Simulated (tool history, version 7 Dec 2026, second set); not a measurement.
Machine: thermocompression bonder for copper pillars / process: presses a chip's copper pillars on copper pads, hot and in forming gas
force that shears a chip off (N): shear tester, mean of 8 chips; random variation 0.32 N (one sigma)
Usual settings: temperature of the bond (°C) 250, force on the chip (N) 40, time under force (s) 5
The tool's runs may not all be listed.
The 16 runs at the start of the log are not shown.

run,day,temperature of the bond (°C),force on the chip (N),time under force (s),hours of work since the heater was calibrated,hours of work since the force cell was calibrated,hours of work since the gas filter was changed,force that shears a chip off (N)
17,5.396,250,40,5,203,101,80,67.3
18,5.592,250,40,5,206,104,83,67.5
19,5.804,250,40,5,209,107,87,67.8
20,6.142,250,40,5,214,113,92,67
21,6.342,229,40,5,217,116,95,56
22,6.629,229,40,5,222,120,99,55.9
23,6.929,229,40,5,226,125,104,55.5
24,7.35,229,40,5,233,131,110,55.6
25,7.554,265,40,12,236,134,114,90.7
26,7.8,255,24,5,240,138,117,44.2
# day 8.162: forming gas filter changed
27,8.167,255,24,5,245,143,0,44.2
28,8.471,261,35,3,250,148,5,55
# day 8.604: gauge calibrated
29,8.746,261,52,5,254,152,9,87.5
30,9.067,237,26,10,259,157,14,52.9
31,9.496,237,26,10,266,164,21,52.4
32,9.933,237,26,10,272,171,27,52.6
33,10.221,265,41,6,277,175,32,80.4
34,10.638,242,41,5,283,181,38,65.8
35,10.829,224,31,12,286,184,41,58.5
36,11.129,260,59,5,291,189,46,92.6
37,11.467,264,36,6,296,194,51,73
38,11.688,238,31,11,299,198,54,63.8
39,12.017,238,31,11,304,203,59,63.8
40,12.421,221,32,5,311,209,66,41.5
41,12.742,250,40,12,315,214,70,85

Alternative continuations, all from the tool just after run 41; predict every row:
A,12.954,250,55,3,319,217,74,?
B,12.954,234,40,7,319,217,74,?
C,12.954,256,40,12,319,217,74,?

run,force that shears a chip off (N)
A,74.1
B,65.3
C,87.8
Without the tool's unlogged condition, the same runs would have read:
run,force that shears a chip off (N)
A,75.1
B,66.1
C,89
